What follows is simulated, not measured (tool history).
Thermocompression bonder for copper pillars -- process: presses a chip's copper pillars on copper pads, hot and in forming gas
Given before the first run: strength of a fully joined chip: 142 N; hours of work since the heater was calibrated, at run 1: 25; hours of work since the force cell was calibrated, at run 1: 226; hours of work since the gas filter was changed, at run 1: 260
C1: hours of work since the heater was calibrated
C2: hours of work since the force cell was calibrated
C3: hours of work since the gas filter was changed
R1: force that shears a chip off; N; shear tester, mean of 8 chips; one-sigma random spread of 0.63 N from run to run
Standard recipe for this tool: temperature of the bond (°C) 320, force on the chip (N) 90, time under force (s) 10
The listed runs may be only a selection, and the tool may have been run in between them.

Run 1, day 0.000: usual settings; C1 25; C2 226; C3 260. Result: R1 97.2 N.
Run 2, day 0.367: usual settings; C1 32; C2 233; C3 267. Result: R1 97.3 N.
Run 3, day 0.650: usual settings; C1 38; C2 238; C3 273. Result: R1 97.4 N.
Run 4, day 1.017: usual settings; C1 44; C2 245; C3 279. Result: R1 96.6 N.
Run 5, day 1.375: usual settings; C1 51; C2 251; C3 286. Result: R1 95.9 N.
Run 6, day 1.750: usual settings but force on the chip (N) 97; C1 58; C2 258; C3 293. Result: R1 100.5 N.
Run 7, day 1.929: usual settings but force on the chip (N) 97; C1 61; C2 262; C3 297. Result: R1 101.4 N.
Run 8, day 2.196: usual settings but time under force (s) 5; C1 66; C2 267; C3 301. Result: R1 78.7 N.
Run 9, day 2.467: usual settings but temperature of the bond (°C) 306; C1 72; C2 272; C3 307. Result: R1 85.6 N.
Run 10, day 2.692: usual settings but temperature of the bond (°C) 306; C1 76; C2 276; C3 311. Result: R1 85.8 N.
Run 11, day 3.062: usual settings but temperature of the bond (°C) 306; C1 83; C2 283; C3 318. Result: R1 85.3 N.
Run 12, day 3.225: usual settings but temperature of the bond (°C) 306; C1 86; C2 286; C3 321. Result: R1 85.2 N.
Run 13, day 3.400: usual settings but time under force (s) 9; C1 89; C2 289; C3 324. Result: R1 93.4 N.
Run 14, day 3.708: usual settings but time under force (s) 9; C1 95; C2 295; C3 330. Result: R1 93.2 N.
Run 15, day 3.908: usual settings but temperature of the bond (°C) 304; C1 98; C2 299; C3 333. Result: R1 84.5 N.
Run 16, day 4.154: usual settings but temperature of the bond (°C) 337; C1 103; C2 303; C3 338. Result: R1 108.7 N.
Run 17, day 4.342: usual settings but temperature of the bond (°C) 295, force on the chip (N) 63, time under force (s) 5; C1 107; C2 307; C3 342. Result: R1 44.7 N.
Run 18, day 4.654: usual settings but temperature of the bond (°C) 295, force on the chip (N) 66, time under force (s) 5; C1 112; C2 313; C3 347. Result: R1 46.5 N.
Run 19, day 4.846: usual settings but temperature of the bond (°C) 317, force on the chip (N) 66, time under force (s) 7; C1 116; C2 316; C3 351. Result: R1 68.6 N.
Run 20, day 5.188: usual settings but temperature of the bond (°C) 301, force on the chip (N) 76; C1 122; C2 323; C3 357. Result: R1 71.6 N.
Run 21, day 5.408: usual settings but temperature of the bond (°C) 301, force on the chip (N) 105, time under force (s) 14; C1 126; C2 327; C3 362. Result: R1 98.3 N.
Run 22, day 5.712: usual settings but temperature of the bond (°C) 306, force on the chip (N) 133, time under force (s) 6; C1 132; C2 332; C3 367. Result: R1 94.0 N.
Run 23, day 6.050: usual settings but temperature of the bond (°C) 306, force on the chip (N) 133, time under force (s) 6; C1 138; C2 339; C3 374. Result: R1 93.5 N.
Run 24, day 6.233: usual settings but temperature of the bond (°C) 306, force on the chip (N) 133, time under force (s) 6; C1 142; C2 342; C3 377. Result: R1 93.8 N.
Run 25, day 6.483: usual settings but temperature of the bond (°C) 327, force on the chip (N) 57; C1 147; C2 347; C3 382. Result: R1 76.1 N.
Run 26, day 6.654: usual settings but temperature of the bond (°C) 309, force on the chip (N) 57; C1 150; C2 350; C3 385. Result: R1 63.7 N.
Run 27, day 6.996: usual settings but temperature of the bond (°C) 313, force on the chip (N) 57, time under force (s) 8; C1 156; C2 357; C3 391. Result: R1 61.9 N.
Run 28, day 7.329: usual settings but temperature of the bond (°C) 313, force on the chip (N) 57, time under force (s) 8; C1 162; C2 363; C3 397. Result: R1 60.8 N.
Run 29, day 7.646: usual settings but temperature of the bond (°C) 313, force on the chip (N) 57, time under force (s) 8; C1 168; C2 369; C3 403. Result: R1 61.2 N.
Run 30, day 7.850: usual settings but temperature of the bond (°C) 313, force on the chip (N) 57, time under force (s) 8; C1 172; C2 373; C3 407. Result: R1 60.8 N.
Run 31, day 8.221: usual settings but temperature of the bond (°C) 313, force on the chip (N) 57, time under force (s) 8; C1 179; C2 379; C3 414. Result: R1 61.6 N.

What if the next run were any one of these 4? Each begins from the tool's condition after run 31:
Run A, day 8.546: usual settings but temperature of the bond (°C) 307, force on the chip (N) 54, time under force (s) 5; C1 185; C2 385; C3 420. Result: R1 ?.
Run B, day 8.546: usual settings but temperature of the bond (°C) 340, force on the chip (N) 87, time under force (s) 11; C1 185; C2 385; C3 420. Result: R1 ?.
Run C, day 8.546: usual settings but force on the chip (N) 93, time under force (s) 7; C1 185; C2 385; C3 420. Result: R1 ?.
Run D, day 8.546: usual settings but temperature of the bond (°C) 336, force on the chip (N) 57, time under force (s) 5; C1 185; C2 385; C3 420. Result: R1 ?.

run     R1
  A   45.0
  B  111.0
  C   89.8
  D   66.1
With no hidden state in the tool, these same runs would have given:
run     R1
  A   45.2
  B  111.5
  C   90.2
  D   66.5
